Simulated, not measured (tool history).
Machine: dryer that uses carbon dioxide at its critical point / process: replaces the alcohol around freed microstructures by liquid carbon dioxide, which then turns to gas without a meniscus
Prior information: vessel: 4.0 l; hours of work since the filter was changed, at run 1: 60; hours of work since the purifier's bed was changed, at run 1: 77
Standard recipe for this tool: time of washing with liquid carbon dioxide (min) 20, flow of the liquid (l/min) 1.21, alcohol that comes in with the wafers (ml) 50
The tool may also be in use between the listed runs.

| run | hour | time of washing with liquid carbon dioxide (min) | flow of the liquid (l/min) | alcohol that comes in with the wafers (ml) | hours of work since the filter was changed | hours of work since the purifier's bed was changed | alcohol left in the vessel before it's heated (ppm by volume) |
|---|---|---|---|---|---|---|---|
| 1 | 0 | 20 | 1.21 | 50 | 60 | 77 | 130 |
| 2 | 14.1 | 20 | 1.21 | 50 | 66 | 83 | 135 |
| 3 | 25.4 | 14 | 1.21 | 50 | 70 | 87 | 481 |
| 4 | 35.2 | 14 | 1.21 | 50 | 74 | 91 | 476 |
| 5 | 42.4 | 14 | 0.92 | 50 | 77 | 94 | 1055 |
| 6 | 49.2 | 14 | 1.9 | 50 | 80 | 97 | 84 |
| 7 | 61.9 | 14 | 1.9 | 50 | 85 | 102 | 97 |
| 8 | 77.2 | 31 | 1.21 | 50 | 91 | 108 | 22 |
| 9 | 86.8 | 17 | 1.21 | 50 | 95 | 112 | 258 |
| 10 | 98.1 | 17 | 1.21 | 50 | 100 | 117 | 279 |
| 11 | 111.6 | 17 | 1.21 | 50 | 105 | 122 | 278 |
| 12 | 128.2 | 17 | 1.21 | 50 | 112 | 129 | 279 |
| 13 | 135.2 | 20 | 1.21 | 20 | 115 | 132 | 79 |
| 14 | 146.2 | 20 | 1.21 | 50 | 119 | 136 | 158 |
| 15 | 157.8 | 20 | 1.21 | 50 | 124 | 141 | 160 |
| 16 | 172.9 | 12 | 1.21 | 50 | 130 | 147 | 841 |
| 17 | 185.9 | 12 | 1.21 | 50 | 135 | 152 | 844 |
| 18 | 200.9 | 20 | 1.21 | 50 | 141 | 158 | 172 |
| 19 | 214 | 20 | 1.21 | 50 | 146 | 163 | 178 |
| 20 | 223.2 | 20 | 1.21 | 50 | 150 | 167 | 169 |
| 21 | 237.3 | 20 | 1.21 | 50 | 156 | 173 | 182 |
| 22 | 246 | 13 | 1.21 | 50 | 159 | 176 | 687 |
| 23 | 260.2 | 20 | 1.21 | 50 | 165 | 182 | 189 |
| 24 | 271.4 | 20 | 1.61 | 50 | 170 | 187 | 78 |
| 25 | 286.3 | 13 | 1.47 | 50 | 176 | 193 | 403 |
| 26 | 300.3 | 28 | 1.08 | 39 | 181 | 198 | 82 |
| 27 | 307.3 | 23 | 1.21 | 71 | 184 | 201 | 142 |
|  | 315.5 | inlet filter changed |
| 28 | 322.6 | 23 | 1.21 | 71 | 3 | 207 | 115 |
| 29 | 329.5 | 23 | 1.21 | 71 | 6 | 210 | 111 |
| 30 | 343.5 | 23 | 1.07 | 71 | 11 | 215 | 187 |
| 31 | 352.1 | 27 | 0.84 | 76 | 15 | 219 | 264 |
| 32 | 361.3 | 28 | 0.79 | 50 | 18 | 222 | 209 |
| 33 | 376.7 | 28 | 0.79 | 50 | 25 | 229 | 212 |
| 34 | 385.6 | 15 | 1.25 | 50 | 28 | 232 | 347 |
| 35 | 402.1 | 26 | 1.73 | 35 | 35 | 239 | 56 |
| 36 | 411.6 | 26 | 1.73 | 35 | 39 | 243 | 48 |
| 37 | 425.3 | 19 | 0.99 | 86 | 44 | 248 | 583 |
| 38 | 433.2 | 18 | 1.36 | 101 | 47 | 251 | 267 |
| 39 | 445.5 | 22 | 0.85 | 50 | 52 | 256 | 394 |
| 40 | 458.5 | 19 | 0.94 | 76 | 58 | 262 | 654 |
| 41 | 466.5 | 31 | 1.04 | 23 | 61 | 265 | 64 |
| 42 | 473.5 | 31 | 1.04 | 23 | 64 | 268 | 80 |
| 43 | 482.6 | 31 | 1.04 | 23 | 67 | 271 | 73 |
| 44 | 492.2 | 31 | 1.04 | 23 | 71 | 275 | 71 |
| 45 | 503.5 | 15 | 1.21 | 112 | 76 | 280 | 873 |
| 46 | 510.2 | 15 | 1.21 | 112 | 79 | 282 | 875 |
| 47 | 525.1 | 15 | 1.76 | 41 | 85 | 288 | 121 |

Here are 4 independent what-if runs from the current tool condition. What would each one return?
| A | 540.9 | 29 | 1.21 | 49 | 91 | 295 | ? |
| B | 540.9 | 15 | 1.76 | 25 | 91 | 295 | ? |
| C | 540.9 | 30 | 1.21 | 92 | 91 | 295 | ? |
| D | 540.9 | 13 | 1.21 | 32 | 91 | 295 | ? |

| run | alcohol left in the vessel before it's heated (ppm by volume) |
|---|---|
| A | 78 |
| B | 95 |
| C | 87 |
| D | 437 |
With the hidden condition removed and each run's random variation left untouched, the same runs would have given:
| run | alcohol left in the vessel before it's heated (ppm by volume) |
|---|---|
| A | 11 |
| B | 25 |
| C | 18 |
| D | 324 |
